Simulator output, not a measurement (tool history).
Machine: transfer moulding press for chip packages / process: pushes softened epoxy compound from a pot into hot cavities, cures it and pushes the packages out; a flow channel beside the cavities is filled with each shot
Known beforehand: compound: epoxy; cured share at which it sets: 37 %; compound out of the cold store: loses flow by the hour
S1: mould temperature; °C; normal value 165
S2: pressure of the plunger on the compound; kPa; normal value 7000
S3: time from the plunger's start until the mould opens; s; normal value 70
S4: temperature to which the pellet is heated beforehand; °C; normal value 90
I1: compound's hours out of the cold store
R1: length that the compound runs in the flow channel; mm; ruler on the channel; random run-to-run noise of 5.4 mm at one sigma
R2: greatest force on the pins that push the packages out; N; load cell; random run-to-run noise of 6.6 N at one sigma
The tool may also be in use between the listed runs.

run	hour	S1	S2	S3	S4	I1	R1	R2
1	0	165	7000	70	90	30.9	865	336
2	6.3	165	7000	70	84	21.7	896	373
3	13.9	165	7000	70	84	29.8	862	384
4	22.2	165	8050	70	90	39.8	890	404
5	32.4	165	8050	70	90	8.6	1027	445
6	38.7	165	7000	70	90	36.3	835	422
7	51.7	165	7000	70	82	18.5	911	494
8	61.9	165	7000	70	82	37.4	834	478
# hour 71.4: cavities cleaned with cleaning compound and waxed
9	76.7	170	7000	70	80	13.1	907	479
10	84.8	171	5890	58	90	22	794	589
# hour 88.4: plunger's sealing rings changed
11	93.9	171	5890	58	90	18.3	866	596
12	102.9	158	7000	70	95	20.9	949	896
13	112.5	173	5600	62	96	36.9	766	449
14	118.9	173	6070	62	95	13	894	482
15	127.1	173	6070	62	95	11.4	892	488
16	138.2	168	6070	62	82	44.5	782	591

Here are 5 independent what-if runs from the current tool condition. What would each one return?
# hour 144.5: cavities cleaned with cleaning compound and waxed, once more
A	147.9	164	6070	62	83	34	?	?
# hour 144.5: cavities cleaned with cleaning compound and waxed, once more
B	147.9	169	6070	52	89	21.6	?	?
# hour 144.5: cavities cleaned with cleaning compound and waxed, once more
C	147.9	168	6500	62	82	23.5	?	?
# hour 144.5: cavities cleaned with cleaning compound and waxed, once more
D	147.9	165	7000	92	97	30.1	?	?
# hour 144.5: cavities cleaned with cleaning compound and waxed, once more
E	147.9	164	7000	69	90	33.3	?	?

run	R1	R2
A	818	374
B	860	433
C	884	303
D	887	220
E	884	298
The same runs, with their run-to-run variation unchanged, on a tool lacking any hidden condition would have given:
run	R1	R2
A	828	344
B	871	398
C	895	278
D	898	202
E	895	274
